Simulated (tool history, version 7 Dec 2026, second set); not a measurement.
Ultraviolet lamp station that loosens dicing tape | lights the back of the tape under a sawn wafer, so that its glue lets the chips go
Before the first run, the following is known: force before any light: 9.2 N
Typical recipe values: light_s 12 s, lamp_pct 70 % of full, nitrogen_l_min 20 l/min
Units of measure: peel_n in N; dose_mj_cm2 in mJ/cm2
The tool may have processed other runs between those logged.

run   hour  light_s  lamp_pct  nitrogen_l_min  peel_n  dose_mj_cm2
  1      0       12        70              20   0.562          239
  2   26.4       12        70              20    0.57          246
  3   58.5       12        70              20   0.551          246
  4     81       12        70              20    0.55          247
  5  105.7       12        70              20    0.56          246
  6  136.5       12        70              20   0.574          246
  7    153       12        70              20   0.557          246
  8  185.8       12        70              20   0.568          246
  9  212.4       11        70              20   0.669          227
 10  237.6       12        80              20   0.415          283
 11  273.5       21        70              20   0.235          431

Estimate the outcome of run 12 from the log above:
 12  296.1        6        62              27       ?            ?

{"run 12": {"peel_n": 2.245, "dose_mj_cm2": 107}}
Minus the tool's unlogged condition, the same run would have read peel_n 2.239 N, dose_mj_cm2 108 mJ/cm2.
